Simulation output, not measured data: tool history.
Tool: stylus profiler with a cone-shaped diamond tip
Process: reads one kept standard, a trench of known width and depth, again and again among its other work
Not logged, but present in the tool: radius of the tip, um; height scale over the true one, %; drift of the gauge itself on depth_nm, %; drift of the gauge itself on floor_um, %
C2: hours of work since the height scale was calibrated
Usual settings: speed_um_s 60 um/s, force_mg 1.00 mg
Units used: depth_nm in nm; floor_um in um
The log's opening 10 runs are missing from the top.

{"run": 11, "day": 7.9, "speed_um_s": 27, "force_mg": 1.0, "scans with this tip": 4358, "C2": 550, "depth_nm": 1005.38, "floor_um": 15.76}
{"run": 12, "day": 8.467, "speed_um_s": 27, "force_mg": 1.0, "scans with this tip": 4437, "C2": 560, "depth_nm": 1005.4, "floor_um": 15.83}
{"run": 13, "day": 9.325, "speed_um_s": 27, "force_mg": 1.0, "scans with this tip": 4557, "C2": 575, "depth_nm": 1005.42, "floor_um": 15.78}
{"run": 14, "day": 10.292, "speed_um_s": 27, "force_mg": 1.0, "scans with this tip": 4693, "C2": 593, "depth_nm": 1005.72, "floor_um": 15.76}
{"run": 15, "day": 10.925, "speed_um_s": 15, "force_mg": 1.0, "scans with this tip": 4781, "C2": 604, "depth_nm": 1005.45, "floor_um": 15.88}
{"run": 16, "day": 12.05, "speed_um_s": 20, "force_mg": 1.07, "scans with this tip": 4939, "C2": 624, "depth_nm": 1005.26, "floor_um": 15.89}
{"run": 17, "day": 13.054, "speed_um_s": 20, "force_mg": 1.07, "scans with this tip": 5080, "C2": 641, "depth_nm": 1005.69, "floor_um": 15.81}
{"run": 18, "day": 13.642, "speed_um_s": 133, "force_mg": 0.67, "scans with this tip": 5162, "C2": 652, "depth_nm": 1004.08, "floor_um": 14.73}
{"run": 19, "day": 14.204, "speed_um_s": 80, "force_mg": 0.67, "scans with this tip": 5241, "C2": 662, "depth_nm": 1004.48, "floor_um": 15.31}
{"run": 20, "day": 14.85, "speed_um_s": 80, "force_mg": 0.67, "scans with this tip": 5331, "C2": 673, "depth_nm": 1004.02, "floor_um": 15.29}
{"run": 21, "day": 15.7, "speed_um_s": 38, "force_mg": 0.41, "scans with this tip": 5450, "C2": 688, "depth_nm": 1002.84, "floor_um": 15.55}
{"run": 22, "day": 16.538, "speed_um_s": 38, "force_mg": 0.41, "scans with this tip": 5568, "C2": 703, "depth_nm": 1003.17, "floor_um": 15.57}
{"run": 23, "day": 17.104, "speed_um_s": 38, "force_mg": 0.41, "scans with this tip": 5647, "C2": 713, "depth_nm": 1002.67, "floor_um": 15.59}
{"run": 24, "day": 17.883, "speed_um_s": 61, "force_mg": 1.0, "scans with this tip": 5756, "C2": 727, "depth_nm": 1005.15, "floor_um": 15.54}
{"run": 25, "day": 18.75, "speed_um_s": 73, "force_mg": 2.11, "scans with this tip": 5878, "C2": 742, "depth_nm": 1009.21, "floor_um": 15.65}
{"run": 26, "day": 19.642, "speed_um_s": 73, "force_mg": 2.11, "scans with this tip": 6003, "C2": 758, "depth_nm": 1008.42, "floor_um": 15.67}
{"run": 27, "day": 20.433, "speed_um_s": 31, "force_mg": 0.64, "scans with this tip": 6114, "C2": 772, "depth_nm": 1004.17, "floor_um": 15.73}
{"run": 28, "day": 20.979, "speed_um_s": 31, "force_mg": 0.64, "scans with this tip": 6190, "C2": 782, "depth_nm": 1004.06, "floor_um": 15.72}
{"run": 29, "day": 21.904, "speed_um_s": 17, "force_mg": 2.27, "scans with this tip": 6320, "C2": 798, "depth_nm": 1009.42, "floor_um": 15.9}
{"run": 30, "day": 22.808, "speed_um_s": 60, "force_mg": 0.67, "scans with this tip": 6447, "C2": 814, "depth_nm": 1004.31, "floor_um": 15.42}

Forecast each of these 5 alternatives for the next run:
{"run": "A", "day": 23.575, "speed_um_s": 60, "force_mg": 2.02, "scans with this tip": 6554, "C2": 827, "depth_nm": "?", "floor_um": "?"}
{"run": "B", "day": 23.575, "speed_um_s": 123, "force_mg": 1.11, "scans with this tip": 6554, "C2": 827, "depth_nm": "?", "floor_um": "?"}
{"run": "C", "day": 23.575, "speed_um_s": 69, "force_mg": 2.59, "scans with this tip": 6554, "C2": 827, "depth_nm": "?", "floor_um": "?"}
{"run": "D", "day": 23.575, "speed_um_s": 103, "force_mg": 0.39, "scans with this tip": 6554, "C2": 827, "depth_nm": "?", "floor_um": "?"}
{"run": "E", "day": 23.575, "speed_um_s": 33, "force_mg": 1.72, "scans with this tip": 6554, "C2": 827, "depth_nm": "?", "floor_um": "?"}

run=A depth_nm=1008.58 floor_um=15.63
run=B depth_nm=1005.57 floor_um=15.08
run=C depth_nm=1010.45 floor_um=15.68
run=D depth_nm=1002.72 floor_um=14.80
run=E depth_nm=1008.05 floor_um=15.82
The same runs, with their run-to-run variation unchanged, on a tool lacking any hidden condition would have given:
run=A depth_nm=1008.57 floor_um=15.63
run=B depth_nm=1005.56 floor_um=15.09
run=C depth_nm=1010.44 floor_um=15.68
run=D depth_nm=1002.71 floor_um=14.80
run=E depth_nm=1008.04 floor_um=15.82
